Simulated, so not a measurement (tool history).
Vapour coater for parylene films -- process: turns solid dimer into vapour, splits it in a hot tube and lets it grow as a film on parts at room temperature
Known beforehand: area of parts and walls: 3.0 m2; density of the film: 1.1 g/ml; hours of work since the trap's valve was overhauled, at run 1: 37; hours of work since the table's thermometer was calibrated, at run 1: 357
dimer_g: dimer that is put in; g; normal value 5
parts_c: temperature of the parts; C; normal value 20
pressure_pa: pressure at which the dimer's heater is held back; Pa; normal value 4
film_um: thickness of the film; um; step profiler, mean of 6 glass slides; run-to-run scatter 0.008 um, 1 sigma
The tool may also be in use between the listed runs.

run	hour	dimer_g	parts_c	pressure_pa	hours of work since the trap's valve was overhauled	hours of work since the table's thermometer was calibrated	film_um
1	0.0	5	20	4	37	357	1.192
2	9.1	5	20	4	45	365	1.187
3	23.6	5	20	4	58	378	1.177
4	30.2	5	20	4	64	384	1.186
5	36.4	5	20	4	70	389	1.183
6	51.1	5	20	4	83	402	1.184
7	65.5	5	20	4	96	415	1.173

Forecast run 8:
8	78.4	9	25	4	107	427	?

film_um: 1.951 um
Had the tool carried no hidden state, the very same run would have given film_um 1.952 um.

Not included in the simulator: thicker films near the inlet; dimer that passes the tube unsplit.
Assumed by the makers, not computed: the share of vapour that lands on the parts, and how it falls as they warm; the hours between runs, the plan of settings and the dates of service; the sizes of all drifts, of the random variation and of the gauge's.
